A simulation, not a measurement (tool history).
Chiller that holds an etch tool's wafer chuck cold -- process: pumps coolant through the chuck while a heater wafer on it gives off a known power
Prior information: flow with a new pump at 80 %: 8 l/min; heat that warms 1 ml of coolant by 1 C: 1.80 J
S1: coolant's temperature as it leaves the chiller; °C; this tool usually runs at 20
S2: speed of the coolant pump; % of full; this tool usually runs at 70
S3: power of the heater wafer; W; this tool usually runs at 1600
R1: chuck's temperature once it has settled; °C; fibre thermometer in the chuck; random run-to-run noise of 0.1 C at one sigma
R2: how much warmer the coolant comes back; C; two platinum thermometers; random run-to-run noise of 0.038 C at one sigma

{"run": 1, "hour": 0.0, "S1": 20, "S2": 70, "S3": 1600, "R1": 45, "R2": 8.19}
{"run": 2, "hour": 34.6, "S1": 20, "S2": 70, "S3": 1600, "R1": 45, "R2": 8.19}
{"run": 3, "hour": 71.6, "S1": 20, "S2": 70, "S3": 1600, "R1": 45.1, "R2": 8.3}
{"run": 4, "hour": 143.5, "S1": 20, "S2": 79, "S3": 1600, "R1": 43.2, "R2": 7.35}
{"run": 5, "hour": 223.7, "S1": 20, "S2": 70, "S3": 928, "R1": 34.8, "R2": 4.79}
{"run": 6, "hour": 292.2, "S1": 20, "S2": 70, "S3": 928, "R1": 34.6, "R2": 4.8}
{"run": 7, "hour": 356.7, "S1": 20, "S2": 70, "S3": 1487, "R1": 44, "R2": 7.77}
{"run": 8, "hour": 427.6, "S1": 20, "S2": 70, "S3": 1487, "R1": 44.3, "R2": 7.78}
{"hour": 480.6, "done": "chiller's thermometer calibrated"}
{"run": 9, "hour": 500.2, "S1": 20, "S2": 70, "S3": 1487, "R1": 45.2, "R2": 7.79}
{"run": 10, "hour": 557.7, "S1": 20, "S2": 64, "S3": 1600, "R1": 49.1, "R2": 9.21}
{"run": 11, "hour": 607.4, "S1": 20, "S2": 64, "S3": 1600, "R1": 49.1, "R2": 9.23}
{"run": 12, "hour": 684.3, "S1": 11, "S2": 70, "S3": 1600, "R1": 38.3, "R2": 8.52}
{"run": 13, "hour": 765.2, "S1": 20, "S2": 70, "S3": 2180, "R1": 57.5, "R2": 11.51}
{"run": 14, "hour": 846.3, "S1": 20, "S2": 70, "S3": 2180, "R1": 58.1, "R2": 11.65}
{"run": 15, "hour": 920.6, "S1": 20, "S2": 70, "S3": 2180, "R1": 58.5, "R2": 11.64}
{"hour": 932.8, "done": "coolant pump overhauled"}
{"run": 16, "hour": 964.6, "S1": 27, "S2": 82, "S3": 2058, "R1": 59.6, "R2": 9.49}
{"run": 17, "hour": 1020.5, "S1": 20, "S2": 99, "S3": 1600, "R1": 42.1, "R2": 6.19}
{"run": 18, "hour": 1084.2, "S1": 20, "S2": 99, "S3": 1600, "R1": 42.5, "R2": 6.19}
{"run": 19, "hour": 1163.2, "S1": 24, "S2": 93, "S3": 1176, "R1": 41.3, "R2": 4.93}
{"run": 20, "hour": 1238.0, "S1": 24, "S2": 93, "S3": 2229, "R1": 56.9, "R2": 9.36}
{"run": 21, "hour": 1287.7, "S1": 20, "S2": 82, "S3": 2229, "R1": 56.5, "R2": 10.49}
{"run": 22, "hour": 1355.2, "S1": 23, "S2": 90, "S3": 1238, "R1": 42, "R2": 5.35}
{"hour": 1380.9, "done": "coolant pump overhauled, once more"}
{"run": 23, "hour": 1416.6, "S1": 23, "S2": 90, "S3": 1238, "R1": 40, "R2": 4.65}
{"run": 24, "hour": 1484.3, "S1": 22, "S2": 63, "S3": 1030, "R1": 40.7, "R2": 5.38}
{"run": 25, "hour": 1539.8, "S1": 20, "S2": 70, "S3": 2048, "R1": 54.8, "R2": 9.85}
{"run": 26, "hour": 1607.6, "S1": 20, "S2": 70, "S3": 2048, "R1": 54.8, "R2": 9.88}
{"run": 27, "hour": 1678.1, "S1": 20, "S2": 70, "S3": 2048, "R1": 55.2, "R2": 9.86}
{"run": 28, "hour": 1713.3, "S1": 20, "S2": 70, "S3": 2231, "R1": 58.5, "R2": 10.73}
{"run": 29, "hour": 1754.8, "S1": 20, "S2": 70, "S3": 2231, "R1": 58.5, "R2": 10.77}

Branching from run 29: 4 alternative next runs. What would each branch give?
{"hour": 1824.8, "done": "coolant changed, channels flushed"}
{"run": "A", "hour": 1833.2, "S1": 20, "S2": 81, "S3": 1600, "R1": "?", "R2": "?"}
{"hour": 1824.8, "done": "coolant changed, channels flushed"}
{"run": "B", "hour": 1833.2, "S1": 19, "S2": 74, "S3": 1792, "R1": "?", "R2": "?"}
{"hour": 1824.8, "done": "coolant changed, channels flushed"}
{"run": "C", "hour": 1833.2, "S1": 20, "S2": 74, "S3": 2231, "R1": "?", "R2": "?"}
{"hour": 1824.8, "done": "coolant changed, channels flushed"}
{"run": "D", "hour": 1833.2, "S1": 20, "S2": 79, "S3": 828, "R1": "?", "R2": "?"}

run=A R1=39.3 R2=6.66
run=B R1=42 R2=8.2
run=C R1=48.7 R2=10.29
run=D R1=29.8 R2=3.45
The same runs, with their run-to-run variation unchanged, on a tool lacking any hidden condition would have given:
run=A R1=39.2 R2=6.55
run=B R1=41.8 R2=8.06
run=C R1=48.4 R2=10.12
run=D R1=29.9 R2=3.39
